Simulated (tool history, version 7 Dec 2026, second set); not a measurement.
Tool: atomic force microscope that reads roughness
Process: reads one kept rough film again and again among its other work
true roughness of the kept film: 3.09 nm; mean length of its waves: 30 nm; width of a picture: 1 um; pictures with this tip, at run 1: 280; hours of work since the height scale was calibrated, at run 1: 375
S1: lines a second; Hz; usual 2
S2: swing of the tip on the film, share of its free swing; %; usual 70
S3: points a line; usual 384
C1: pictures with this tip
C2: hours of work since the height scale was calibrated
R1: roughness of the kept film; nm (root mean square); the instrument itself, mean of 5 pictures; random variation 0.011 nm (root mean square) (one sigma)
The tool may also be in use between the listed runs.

run     day    S1  S2   S3   C1   C2     R1
  1       0     2  70  384  280  375  2.665
      1.688  -- new tip fitted
  2   1.829     2  70  384    5  397  2.675
  3   3.229     2  70  306   46  414  2.635
  4   5.838     2  70  508  123  445  2.672
  5   7.167     2  70  508  162  461  2.647
  6   9.825     2  70  508  240  493  2.669
  7  11.692  0.84  70  508  295  516  2.756
     12.938  -- new tip fitted
  8   13.85  0.84  70  508   27  542  2.746
  9  15.779  0.84  70  508   84  565  2.725
 10  17.362  0.84  70  508  130  584  2.765
 11  19.275     2  70  390  187  607  2.656
 12  20.725     2  70  390  230  624  2.674
 13  22.858  2.57  69  316  292  650  2.616
     24.129  -- new tip fitted
 14   25.55  2.42  68  322   42  682  2.643
 15  26.833  2.42  68  322   80  698  2.652
 16  28.567     2  79  384  131  719  2.586
 17  30.204  1.12  70  384  179  738  2.722
 18  31.633  1.18  78  561  221  756  2.688
 19  32.971     2  70  336  261  772  2.655
     35.221  -- new tip fitted
 20  35.329  3.04  82  797    3  800  2.469
 21  37.125  1.92  84  384   56  821  2.546
 22  39.283  0.72  70  384  120  847   2.74
 23  41.429  0.72  70  384  183  873  2.742
 24  43.225  0.72  70  384  236  895  2.748

4 ways to go on from here, each from the tool as it stands after run 24. What would each give?
  A  44.821  0.97  73  527  283  914   ?
  B  44.821  3.14  76  780  283  914   ?
  C  44.821     2  86  384  283  914   ?
  D  44.821  1.81  70  441  283  914   ?

run     R1
  A  2.729
  B  2.534
  C  2.493
  D  2.685
Without the tool's hidden state the same runs would have given:
run     R1
  A  2.738
  B  2.542
  C  2.501
  D  2.694
